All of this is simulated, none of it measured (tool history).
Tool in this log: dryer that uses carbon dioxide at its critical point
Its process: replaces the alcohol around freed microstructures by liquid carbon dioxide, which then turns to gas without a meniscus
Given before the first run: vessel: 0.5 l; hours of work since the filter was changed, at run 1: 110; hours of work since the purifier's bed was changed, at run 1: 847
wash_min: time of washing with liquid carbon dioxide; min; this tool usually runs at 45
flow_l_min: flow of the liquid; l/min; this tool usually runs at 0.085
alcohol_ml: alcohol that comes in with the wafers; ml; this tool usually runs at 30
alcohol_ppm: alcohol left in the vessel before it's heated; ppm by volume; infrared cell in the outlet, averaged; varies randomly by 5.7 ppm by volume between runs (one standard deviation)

run,hour,wash_min,flow_l_min,alcohol_ml,hours of work since the filter was changed,hours of work since the purifier's bed was changed,alcohol_ppm
1,0,45,0.085,30,110,847,425
2,44.6,45,0.085,30,131,868,471
3,91.9,45,0.085,30,155,891,515
4,131.3,45,0.085,30,174,911,564
# hour 183.7: inlet filter changed
5,186.8,45,0.085,30,2,937,318
6,224.6,45,0.085,30,20,956,340
7,252.5,45,0.085,30,34,969,342
# hour 266: purifier's bed changed
8,316.5,56,0.085,30,63,25,80
9,366.1,38,0.085,30,88,49,642
10,429.2,45,0.085,30,118,80,340
11,487.2,45,0.1115,30,147,108,100
12,537.2,45,0.1115,55,171,132,202
# hour 594.4: inlet filter changed
13,595.7,69,0.1115,55,1,160,23
14,627.8,45,0.085,23,16,176,180
15,659.3,45,0.085,23,32,191,178
16,692.6,45,0.085,23,48,208,202
17,735,45,0.085,23,69,228,229
18,788.9,45,0.085,23,95,255,258
19,836.5,45,0.085,23,118,278,296
20,872.3,45,0.085,30,136,295,401
21,905.7,45,0.085,30,152,312,439
22,944.2,45,0.085,30,171,331,461
23,982.8,45,0.085,30,190,349,519
# hour 1006.6: inlet filter changed
24,1020.7,45,0.0639,61,7,367,1641
25,1086.4,45,0.0639,61,39,400,1750
26,1152.8,63,0.0585,71,71,432,731
27,1201.7,63,0.0585,29,95,456,384
28,1265.3,33,0.0783,30,126,487,1863
29,1297.8,30,0.1431,25,142,503,249
30,1361.9,34,0.0929,39,173,534,1429
31,1401.3,40,0.0929,50,193,553,961
# hour 1419.1: inlet filter changed
32,1459.3,40,0.0929,50,20,581,453
33,1513.9,35,0.1122,29,46,608,281
34,1573.2,45,0.1414,89,75,637,119
35,1620.2,29,0.0716,70,98,660,7496
36,1684.5,29,0.0716,70,130,691,8335
37,1730.7,29,0.0716,70,152,714,8897
38,1769.3,29,0.0716,70,171,732,9199
39,1821.2,35,0.1403,70,196,758,417
# hour 1827: inlet filter changed
40,1861,35,0.1403,70,17,777,202
41,1905.7,35,0.1403,70,38,798,235

The next listed run, before its measurement:
42,1955.3,44,0.1403,70,63,823,?

Run 42 measured alcohol_ppm 132 ppm by volume.
Were there no unlogged condition in the tool, this run, its random variation unchanged, would have produced alcohol_ppm 16 ppm by volume.
